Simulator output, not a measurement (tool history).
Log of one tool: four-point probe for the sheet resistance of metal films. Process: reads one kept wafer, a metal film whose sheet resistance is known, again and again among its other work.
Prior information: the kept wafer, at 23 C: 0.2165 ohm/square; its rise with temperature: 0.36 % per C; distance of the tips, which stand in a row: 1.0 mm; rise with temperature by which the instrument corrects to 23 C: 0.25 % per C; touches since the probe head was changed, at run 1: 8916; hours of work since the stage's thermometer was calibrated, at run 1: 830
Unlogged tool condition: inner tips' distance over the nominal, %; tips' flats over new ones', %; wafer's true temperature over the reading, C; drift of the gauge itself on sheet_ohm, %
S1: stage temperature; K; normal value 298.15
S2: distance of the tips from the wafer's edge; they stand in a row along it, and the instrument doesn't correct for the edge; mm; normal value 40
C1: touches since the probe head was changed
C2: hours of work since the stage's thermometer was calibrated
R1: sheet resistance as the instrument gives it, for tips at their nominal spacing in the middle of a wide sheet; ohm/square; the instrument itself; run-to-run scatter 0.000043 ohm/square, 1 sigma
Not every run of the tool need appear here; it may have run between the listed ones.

Run 1, day 0.000: usual settings; C1 8916; C2 830. Result: R1 0.217043 ohm/square.
Run 2, day 0.512: usual settings; C1 9284; C2 836. Result: R1 0.217014 ohm/square.
Run 3, day 1.200: usual settings but S1 299.15 K; C1 9779; C2 844. Result: R1 0.217264 ohm/square.
Run 4, day 2.129: usual settings but S1 299.15 K, S2 19 mm; C1 10448; C2 855. Result: R1 0.217567 ohm/square.
Run 5, day 3.025: usual settings but S1 299.15 K, S2 19 mm; C1 11095; C2 865. Result: R1 0.217657 ohm/square.
Run 6, day 4.204: usual settings; C1 11944; C2 879. Result: R1 0.217039 ohm/square.
Run 7, day 5.000: usual settings; C1 12516; C2 889. Result: R1 0.217097 ohm/square.
Run 8, day 6.146: usual settings; C1 13344; C2 902. Result: R1 0.217052 ohm/square.
Run 9, day 7.175: usual settings; C1 14084; C2 914. Result: R1 0.217058 ohm/square.
Run 10, day 8.067: usual settings; C1 14727; C2 925. Result: R1 0.217076 ohm/square.
Run 11, day 9.100: usual settings; C1 15471; C2 937. Result: R1 0.217056 ohm/square.
Run 12, day 10.083: usual settings; C1 16179; C2 949. Result: R1 0.217005 ohm/square.
Run 13, day 11.054: usual settings; C1 16878; C2 960. Result: R1 0.217030 ohm/square.
Run 14, day 11.679: usual settings; C1 17330; C2 967. Result: R1 0.217084 ohm/square.
Run 15, day 12.192: usual settings but S2 25 mm; C1 17698; C2 973. Result: R1 0.217193 ohm/square.
Run 16, day 12.804: usual settings; C1 18140; C2 981. Result: R1 0.217034 ohm/square.
Run 17, day 13.833: usual settings but S2 9 mm; C1 18882; C2 993. Result: R1 0.218487 ohm/square.
Run 18, day 14.950: usual settings but S1 293.15 K, S2 4 mm; C1 19684; C2 1006. Result: R1 0.222742 ohm/square.
Run 19, day 16.071: usual settings but S1 293.15 K, S2 4 mm; C1 20492; C2 1019. Result: R1 0.222791 ohm/square.
Run 20, day 16.988: usual settings but S1 293.15 K, S2 4 mm; C1 21154; C2 1030. Result: R1 0.222739 ohm/square.
Run 21, day 18.000: usual settings but S1 297.15 K, S2 20 mm; C1 21882; C2 1042. Result: R1 0.217039 ohm/square.
Run 22, day 18.967: usual settings but S2 5 mm; C1 22578; C2 1053. Result: R1 0.221592 ohm/square.
Run 23, day 19.783: usual settings but S2 5 mm; C1 23166; C2 1063. Result: R1 0.221480 ohm/square.
Run 24, day 20.412: usual settings but S1 292.15 K, S2 50 mm; C1 23621; C2 1070. Result: R1 0.215597 ohm/square.
Run 25, day 21.550: usual settings but S1 299.15 K, S2 5 mm; C1 24441; C2 1084. Result: R1 0.221727 ohm/square.
Run 26, day 22.504: usual settings but S1 299.15 K, S2 5 mm; C1 25128; C2 1095. Result: R1 0.221831 ohm/square.
Run 27, day 23.558: usual settings but S1 303.15 K, S2 9 mm; C1 25887; C2 1107. Result: R1 0.219541 ohm/square.
Run 28, day 24.383: usual settings but S1 294.15 K, S2 30 mm; C1 26481; C2 1117. Result: R1 0.216127 ohm/square.
Run 29, day 25.188: usual settings but S1 294.15 K, S2 47 mm; C1 27060; C2 1127. Result: R1 0.216066 ohm/square.
Run 30, day 26.296: usual settings but S1 300.15 K; C1 27857; C2 1140. Result: R1 0.217564 ohm/square.
Run 31, day 27.262: usual settings but S1 294.15 K, S2 7 mm; C1 28555; C2 1151. Result: R1 0.218365 ohm/square.
Run 32, day 28.221: usual settings but S1 303.15 K, S2 30 mm; C1 29244; C2 1162. Result: R1 0.218336 ohm/square.
Run 33, day 29.062: usual settings but S1 303.15 K, S2 30 mm; C1 29852; C2 1172. Result: R1 0.218335 ohm/square.

Here are 3 independent what-if runs from the current tool condition. What would each one return?
Run A, day 30.075: usual settings but S1 294.15 K, S2 46 mm; C1 30581; C2 1184. Result: R1 ?.
Run B, day 30.075: usual settings but S1 291.15 K, S2 48 mm; C1 30581; C2 1184. Result: R1 ?.
Run C, day 30.075: usual settings but S1 304.15 K, S2 6 mm; C1 30581; C2 1184. Result: R1 ?.

run        R1
  A  0.216075
  B  0.215259
  C  0.221657
What these runs would have given with no unlogged condition in the tool:
run        R1
  A  0.216077
  B  0.215261
  C  0.221659
